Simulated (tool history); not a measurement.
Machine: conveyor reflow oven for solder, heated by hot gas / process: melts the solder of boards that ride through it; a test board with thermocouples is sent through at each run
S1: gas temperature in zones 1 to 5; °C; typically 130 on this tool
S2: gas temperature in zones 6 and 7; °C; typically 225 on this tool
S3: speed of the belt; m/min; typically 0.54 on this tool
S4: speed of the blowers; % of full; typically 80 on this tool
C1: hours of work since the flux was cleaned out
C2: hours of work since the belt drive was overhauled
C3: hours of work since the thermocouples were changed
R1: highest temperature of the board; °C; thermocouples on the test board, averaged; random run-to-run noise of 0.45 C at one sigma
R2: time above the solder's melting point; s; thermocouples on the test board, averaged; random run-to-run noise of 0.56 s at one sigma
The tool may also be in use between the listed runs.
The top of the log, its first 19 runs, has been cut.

run   hour   S1   S2     S3  S4   C1   C2    C3     R1    R2
 20  345.5  135  225   0.54  80  133  724  1130  206.6    41
 21  362.4  130  224   0.54  55  143  734  1140  199.6  31.6
 22  384.9  116  237  0.495  81  157  747  1153    217  49.4
 23  404.6  126  225   0.54  81  168  759  1165  205.5  37.1
 24  421.1  126  225   0.54  81  178  768  1175  204.6  37.2
 25  433.3  138  225  0.455  86  185  776  1182  211.8  57.2
 26    456  127  222  0.455  86  199  789  1195  207.9  49.8
 27  480.6  127  222  0.455  86  213  804  1210    207  49.1
 28  501.7  123  222  0.455  86  226  816  1222  206.6  48.9
 29  522.7  132  222  0.455  62  238  829  1235  204.1    47
 30  544.8  132  240  0.577  62  251  842  1248  211.9  40.4

Below are 3 alternative next runs, each starting from the tool's condition after run 30. Predict each:
  A  564.6  130  225  0.478  80  263  853  1259   ?   ?
  B  564.6  130  216   0.48  80  263  853  1259   ?   ?
  C  564.6  130  218   0.54  71  263  853  1259   ?   ?

run     R1    R2
  A  207.9  48.3
  B    200  38.5
  C  196.9  29.6
The same runs, with their run-to-run variation unchanged, on a tool lacking any hidden condition would have given:
run     R1    R2
  A  212.7  52.3
  B  204.7    44
  C  201.5  35.1
